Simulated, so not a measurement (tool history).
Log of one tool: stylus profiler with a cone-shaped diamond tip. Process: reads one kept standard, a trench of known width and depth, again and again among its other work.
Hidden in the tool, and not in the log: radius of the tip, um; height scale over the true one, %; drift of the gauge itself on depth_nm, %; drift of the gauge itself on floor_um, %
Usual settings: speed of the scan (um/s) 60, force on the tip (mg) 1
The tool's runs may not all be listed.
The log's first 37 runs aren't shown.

run,hour,speed of the scan (um/s),force on the tip (mg),scans with this tip,hours of work since the height scale was calibrated,depth of the trench (Å),width of the trench's floor (nm)
38,501.1,55,0.86,3031,301,2013,96620
39,513.5,23,1,3098,307,2015.5,96700
40,525.5,41,1.85,3164,314,2023.3,96750
41,541,41,1.18,3248,322,2014.4,96660
42,556.5,41,1.18,3332,331,2014.7,96670
43,574.1,105,1.74,3427,340,2021.2,96510
44,590,47,0.62,3514,349,2011,96620
45,601.6,60,1.65,3577,355,2018.8,96610
46,614.8,60,1.65,3649,362,2020.1,96610

5 ways to go on from here, each from the tool as it stands after run 46. What would each give?
A,629,60,1.17,3726,370,?,?
B,629,99,0.4,3726,370,?,?
C,629,128,1.65,3726,370,?,?
D,629,19,1.38,3726,370,?,?
E,629,49,1.11,3726,370,?,?

run,depth of the trench (Å),width of the trench's floor (nm)
A,2014.7,96520
B,2006.6,96110
C,2019.5,96370
D,2016.1,96750
E,2014.2,96650
Without the tool's hidden state the same runs would have given:
run,depth of the trench (Å),width of the trench's floor (nm)
A,2016.3,96920
B,2008.2,96510
C,2021,96770
D,2017.7,97150
E,2015.8,97050
